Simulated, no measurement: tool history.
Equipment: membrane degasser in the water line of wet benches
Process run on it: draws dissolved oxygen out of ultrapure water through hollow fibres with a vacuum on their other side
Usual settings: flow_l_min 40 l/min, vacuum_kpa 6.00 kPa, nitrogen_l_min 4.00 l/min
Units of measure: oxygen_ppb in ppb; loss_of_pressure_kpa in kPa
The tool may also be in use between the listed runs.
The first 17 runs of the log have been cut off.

{"run": 18, "day": 148.808, "flow_l_min": 37, "vacuum_kpa": 6.47, "nitrogen_l_min": 9.86, "oxygen_ppb": 35.0, "loss_of_pressure_kpa": 47.11}
{"run": 19, "day": 153.738, "flow_l_min": 42, "vacuum_kpa": 5.78, "nitrogen_l_min": 7.62, "oxygen_ppb": 43.1, "loss_of_pressure_kpa": 53.33}
{"run": 20, "day": 165.671, "flow_l_min": 42, "vacuum_kpa": 5.78, "nitrogen_l_min": 7.62, "oxygen_ppb": 42.5, "loss_of_pressure_kpa": 53.72}
{"run": 21, "day": 177.862, "flow_l_min": 42, "vacuum_kpa": 5.78, "nitrogen_l_min": 7.62, "oxygen_ppb": 44.1, "loss_of_pressure_kpa": 53.92}
{"run": 22, "day": 186.904, "flow_l_min": 30, "vacuum_kpa": 6.0, "nitrogen_l_min": 4.0, "oxygen_ppb": 54.2, "loss_of_pressure_kpa": 38.33}
{"day": 187.579, "done": "vacuum gauge calibrated"}
{"run": 23, "day": 197.212, "flow_l_min": 40, "vacuum_kpa": 11.76, "nitrogen_l_min": 4.0, "oxygen_ppb": 207.8, "loss_of_pressure_kpa": 51.55}
{"run": 24, "day": 205.221, "flow_l_min": 30, "vacuum_kpa": 6.0, "nitrogen_l_min": 1.81, "oxygen_ppb": 111.9, "loss_of_pressure_kpa": 38.8}
{"run": 25, "day": 217.129, "flow_l_min": 30, "vacuum_kpa": 6.0, "nitrogen_l_min": 1.81, "oxygen_ppb": 113.5, "loss_of_pressure_kpa": 38.86}
{"run": 26, "day": 229.042, "flow_l_min": 30, "vacuum_kpa": 6.07, "nitrogen_l_min": 1.81, "oxygen_ppb": 115.0, "loss_of_pressure_kpa": 38.73}
{"run": 27, "day": 238.417, "flow_l_min": 31, "vacuum_kpa": 10.13, "nitrogen_l_min": 11.58, "oxygen_ppb": 49.2, "loss_of_pressure_kpa": 40.65}
{"run": 28, "day": 249.267, "flow_l_min": 31, "vacuum_kpa": 10.13, "nitrogen_l_min": 11.58, "oxygen_ppb": 49.5, "loss_of_pressure_kpa": 40.36}
{"day": 250.933, "done": "seals of the vacuum lines changed"}
{"run": 29, "day": 256.892, "flow_l_min": 31, "vacuum_kpa": 9.55, "nitrogen_l_min": 11.58, "oxygen_ppb": 44.2, "loss_of_pressure_kpa": 40.07}
{"day": 259.946, "done": "vacuum gauge calibrated, once more"}
{"run": 30, "day": 262.271, "flow_l_min": 45, "vacuum_kpa": 9.55, "nitrogen_l_min": 11.58, "oxygen_ppb": 70.3, "loss_of_pressure_kpa": 58.87}
{"run": 31, "day": 267.533, "flow_l_min": 45, "vacuum_kpa": 9.55, "nitrogen_l_min": 11.58, "oxygen_ppb": 70.1, "loss_of_pressure_kpa": 59.38}

5 options for the next run, each taken on its own from the tool as it stands now. Forecast them:
{"run": "A", "day": 275.942, "flow_l_min": 40, "vacuum_kpa": 6.0, "nitrogen_l_min": 10.6, "oxygen_ppb": "?", "loss_of_pressure_kpa": "?"}
{"run": "B", "day": 275.942, "flow_l_min": 64, "vacuum_kpa": 9.55, "nitrogen_l_min": 6.01, "oxygen_ppb": "?", "loss_of_pressure_kpa": "?"}
{"run": "C", "day": 275.942, "flow_l_min": 40, "vacuum_kpa": 10.16, "nitrogen_l_min": 7.23, "oxygen_ppb": "?", "loss_of_pressure_kpa": "?"}
{"run": "D", "day": 275.942, "flow_l_min": 45, "vacuum_kpa": 3.8, "nitrogen_l_min": 2.62, "oxygen_ppb": "?", "loss_of_pressure_kpa": "?"}
{"run": "E", "day": 275.942, "flow_l_min": 48, "vacuum_kpa": 6.44, "nitrogen_l_min": 11.58, "oxygen_ppb": "?", "loss_of_pressure_kpa": "?"}

run=A oxygen_ppb=31.7 loss_of_pressure_kpa=52.30
run=B oxygen_ppb=195.5 loss_of_pressure_kpa=83.33
run=C oxygen_ppb=99.0 loss_of_pressure_kpa=52.72
run=D oxygen_ppb=32.1 loss_of_pressure_kpa=59.21
run=E oxygen_ppb=47.4 loss_of_pressure_kpa=62.90
Without the tool's hidden state the same runs would have given:
run=A oxygen_ppb=30.0 loss_of_pressure_kpa=49.49
run=B oxygen_ppb=186.0 loss_of_pressure_kpa=78.87
run=C oxygen_ppb=97.4 loss_of_pressure_kpa=49.91
run=D oxygen_ppb=31.0 loss_of_pressure_kpa=56.04
run=E oxygen_ppb=43.5 loss_of_pressure_kpa=59.52
